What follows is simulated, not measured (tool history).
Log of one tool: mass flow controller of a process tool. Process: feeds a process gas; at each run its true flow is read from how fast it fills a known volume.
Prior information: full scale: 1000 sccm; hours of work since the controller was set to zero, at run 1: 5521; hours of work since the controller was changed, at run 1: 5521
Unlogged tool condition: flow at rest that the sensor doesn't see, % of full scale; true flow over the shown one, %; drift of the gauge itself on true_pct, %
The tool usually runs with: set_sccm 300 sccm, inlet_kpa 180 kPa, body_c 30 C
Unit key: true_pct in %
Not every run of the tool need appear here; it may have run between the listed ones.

run    hour  set_sccm  inlet_kpa  body_c  hours of work since the controller was set to zero  hours of work since the controller was changed  true_pct
  1     0.0       300        180      30                                                5521                                            5521     98.15
  2   165.8       300        180      30                                                5617                                            5617     98.12
  3   338.8       300        180      30                                                5717                                            5717     97.99
  4   441.3       290        180      30                                                5776                                            5776     98.14
  5   684.5       290        180      30                                                5916                                            5916     97.91
  6   917.9       300        180      23                                                6051                                            6051     97.19
  7  1152.4       300        180      23                                                6187                                            6187     97.17
  8  1334.5       300        180      23                                                6292                                            6292     97.19
  9  1504.0       300        180      30                                                6390                                            6390     97.74
 10  1727.8       300        180      30                                                6519                                            6519     97.73
 11  1879.8       412        247      30                                                6607                                            6607     98.07
 12  1990.2       300        171      30                                                6671                                            6671     97.94
 13  2104.3       756        171      37                                                6737                                            6737     99.66
 14  2226.6       153        162      24                                                6807                                            6807     95.68
 15  2432.0       153        162      24                                                6926                                            6926     95.80
 16  2679.3       203        197      26                                                7069                                            7069     96.37
 17  2872.2       203        197      27                                                7180                                            7180     96.51
 18  3077.6       203        197      27                                                7299                                            7299     96.39
 19  3221.5       274        180      23                                                7382                                            7382     96.57

5 options for the next run, each taken on its own from the tool as it stands now. Forecast them:
  A  3456.9       309        226      31                                                7518                                            7518         ?
  B  3456.9       274        143      25                                                7518                                            7518         ?
  C  3456.9       966        180      23                                                7518                                            7518         ?
  D  3456.9       288        180      30                                                7518                                            7518         ?
  E  3456.9       349        180      30                                                7518                                            7518         ?

run  true_pct
  A     97.44
  B     96.84
  C     97.89
  D     97.41
  E     97.63
What these runs would have given with no unlogged condition in the tool:
run  true_pct
  A    100.29
  B     99.89
  C     99.72
  D    100.37
  E    100.30

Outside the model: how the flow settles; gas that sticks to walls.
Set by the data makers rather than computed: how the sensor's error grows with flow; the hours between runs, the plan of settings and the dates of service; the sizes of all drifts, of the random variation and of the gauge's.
